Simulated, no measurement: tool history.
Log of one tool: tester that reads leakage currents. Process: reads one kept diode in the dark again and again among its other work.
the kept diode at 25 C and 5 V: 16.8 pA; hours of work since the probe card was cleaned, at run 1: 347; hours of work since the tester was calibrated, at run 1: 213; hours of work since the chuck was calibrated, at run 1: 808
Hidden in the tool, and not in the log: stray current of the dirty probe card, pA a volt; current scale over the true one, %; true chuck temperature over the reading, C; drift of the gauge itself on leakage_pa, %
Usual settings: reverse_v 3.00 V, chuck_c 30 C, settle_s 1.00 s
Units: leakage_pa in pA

run	hour	reverse_v	chuck_c	settle_s	hours of work since the probe card was cleaned	hours of work since the tester was calibrated	hours of work since the chuck was calibrated	leakage_pa
1	0.0	3.00	30	1.00	347	213	808	18.85
2	121.4	3.00	30	1.00	411	277	872	18.85
3	198.9	3.00	30	1.00	451	318	913	18.70
4	301.6	3.00	30	1.00	505	372	967	18.60
5	423.5	3.00	30	0.44	569	436	1031	19.38
6	568.2	3.00	30	0.44	646	512	1107	19.28
7	636.1	3.00	30	0.44	681	548	1143	19.11
8	720.9	3.00	30	1.00	726	592	1187	18.52
9	866.8	3.00	30	1.00	803	669	1264	18.38
10	938.0	3.59	30	1.00	840	706	1302	20.43
11	1091.4	3.00	30	1.00	921	787	1382	18.33
12	1171.9	3.00	30	1.00	963	829	1425	18.16
13	1238.4	3.00	30	1.00	998	864	1460	18.25
14	1383.6	3.00	30	1.00	1074	941	1536	18.21
15	1493.4	3.00	30	1.78	1132	999	1594	17.89
16	1633.4	3.00	30	1.78	1206	1072	1667	17.82
17	1755.4	3.00	30	1.78	1270	1136	1731	17.72
# hour 1769.9: probe card cleaned and baked
18	1915.3	3.00	30	1.78	76	1219	1814	16.85
19	2006.2	3.00	30	1.78	124	1267	1862	16.93
20	2139.5	3.00	30	1.78	194	1337	1932	16.83
21	2280.7	3.00	39	0.55	269	1411	2006	34.33
22	2405.9	3.00	39	0.55	334	1477	2072	34.14
23	2555.2	2.03	24	4.25	413	1555	2150	8.12
24	2660.1	4.32	25	0.71	468	1610	2206	14.43
25	2813.5	4.32	25	0.71	549	1691	2286	14.26
26	2966.3	1.96	30	2.45	629	1771	2367	12.86
# hour 3048.0: chuck's temperature calibrated
27	3085.4	3.00	30	7.68	691	1833	20	19.24
28	3165.8	5.14	30	7.68	733	1875	62	26.01
29	3245.1	5.14	30	7.68	775	1917	104	25.83
30	3329.5	11.38	30	1.00	819	1961	148	42.23
31	3399.3	16.31	35	1.00	856	1998	185	75.43
32	3519.0	16.31	35	1.00	919	2061	248	75.11
33	3642.1	9.79	51	2.96	983	2126	312	172.34
34	3707.4	1.78	25	1.00	1018	2160	347	9.81
35	3823.0	7.31	25	1.82	1079	2221	408	21.78
36	3923.7	4.06	53	0.58	1131	2274	460	122.08
37	4074.1	3.00	26	0.44	1211	2353	540	14.76
# hour 4200.9: probe card cleaned and baked
38	4213.9	3.00	26	0.44	7	2425	611	13.97
39	4367.3	3.00	26	0.44	88	2505	692	14.01
40	4446.9	3.00	26	0.44	129	2547	734	13.91

Forecast each of these 4 alternatives for the next run:
A	4524.2	3.00	39	1.00	170	2588	775	?
B	4524.2	3.00	27	1.00	170	2588	775	?
C	4524.2	1.60	30	1.95	170	2588	775	?
D	4524.2	1.20	23	1.00	170	2588	775	?

run	leakage_pa
A	36.18
B	14.25
C	12.62
D	6.18
Without the tool's hidden state the same runs would have given:
run	leakage_pa
A	39.41
B	15.51
C	13.78
D	6.75
